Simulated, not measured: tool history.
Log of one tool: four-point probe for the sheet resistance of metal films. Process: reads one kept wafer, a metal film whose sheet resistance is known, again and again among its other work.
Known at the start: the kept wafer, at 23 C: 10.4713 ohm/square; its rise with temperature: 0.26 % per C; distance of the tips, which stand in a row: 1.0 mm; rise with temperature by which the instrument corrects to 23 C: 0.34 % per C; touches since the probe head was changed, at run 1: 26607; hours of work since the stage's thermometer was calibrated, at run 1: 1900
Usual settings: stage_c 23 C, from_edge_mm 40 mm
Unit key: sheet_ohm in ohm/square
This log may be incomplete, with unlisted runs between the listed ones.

| run | hour | stage_c | from_edge_mm | touches since the probe head was changed | hours of work since the stage's thermometer was calibrated | sheet_ohm |
|---|---|---|---|---|---|---|
| 1 | 0.0 | 23 | 40 | 26607 | 1900 | 10.469845 |
| 2 | 60.5 | 23 | 40 | 29329 | 1946 | 10.467397 |
| 3 | 161.5 | 23 | 40 | 33865 | 2023 | 10.465386 |
| 4 | 271.9 | 23 | 40 | 38830 | 2107 | 10.457703 |
|  | 329.3 | stage's thermometer calibrated |
| 5 | 375.1 | 23 | 40 | 43444 | 35 | 10.460607 |
| 6 | 511.2 | 23 | 40 | 49563 | 138 | 10.458677 |
| 7 | 645.1 | 23 | 40 | 55583 | 240 | 10.451600 |
| 8 | 754.7 | 32 | 40 | 60508 | 323 | 10.383468 |
| 9 | 883.4 | 32 | 40 | 66290 | 421 | 10.378376 |
| 10 | 1010.7 | 32 | 40 | 72014 | 517 | 10.373703 |
| 11 | 1084.7 | 32 | 40 | 75338 | 573 | 10.371989 |
| 12 | 1198.1 | 18 | 4 | 80438 | 659 | 10.806922 |
| 13 | 1258.0 | 26 | 4 | 83129 | 705 | 10.745433 |
| 14 | 1328.7 | 26 | 4 | 86306 | 759 | 10.742043 |
| 15 | 1459.2 | 23 | 64 | 92175 | 858 | 10.422802 |
| 16 | 1601.8 | 31 | 4 | 98583 | 966 | 10.692870 |
| 17 | 1694.9 | 30 | 16 | 102769 | 1037 | 10.382917 |
| 18 | 1755.0 | 27 | 29 | 105470 | 1082 | 10.382678 |
| 19 | 1893.6 | 19 | 10 | 111698 | 1187 | 10.489876 |
| 20 | 2024.9 | 25 | 13 | 117602 | 1287 | 10.417041 |
| 21 | 2091.7 | 23 | 37 | 120602 | 1338 | 10.402099 |

3 options for the next run, each taken on its own from the tool as it stands now. Forecast them:
| A | 2173.2 | 23 | 66 | 124265 | 1399 | ? |
| B | 2173.2 | 33 | 13 | 124265 | 1399 | ? |
| C | 2173.2 | 32 | 37 | 124265 | 1399 | ? |

| run | sheet_ohm |
|---|---|
| A | 10.392652 |
| B | 10.351437 |
| C | 10.331699 |
With the hidden condition removed and each run's random variation left untouched, the same runs would have given:
| run | sheet_ohm |
|---|---|
| A | 10.471678 |
| B | 10.429946 |
| C | 10.410092 |
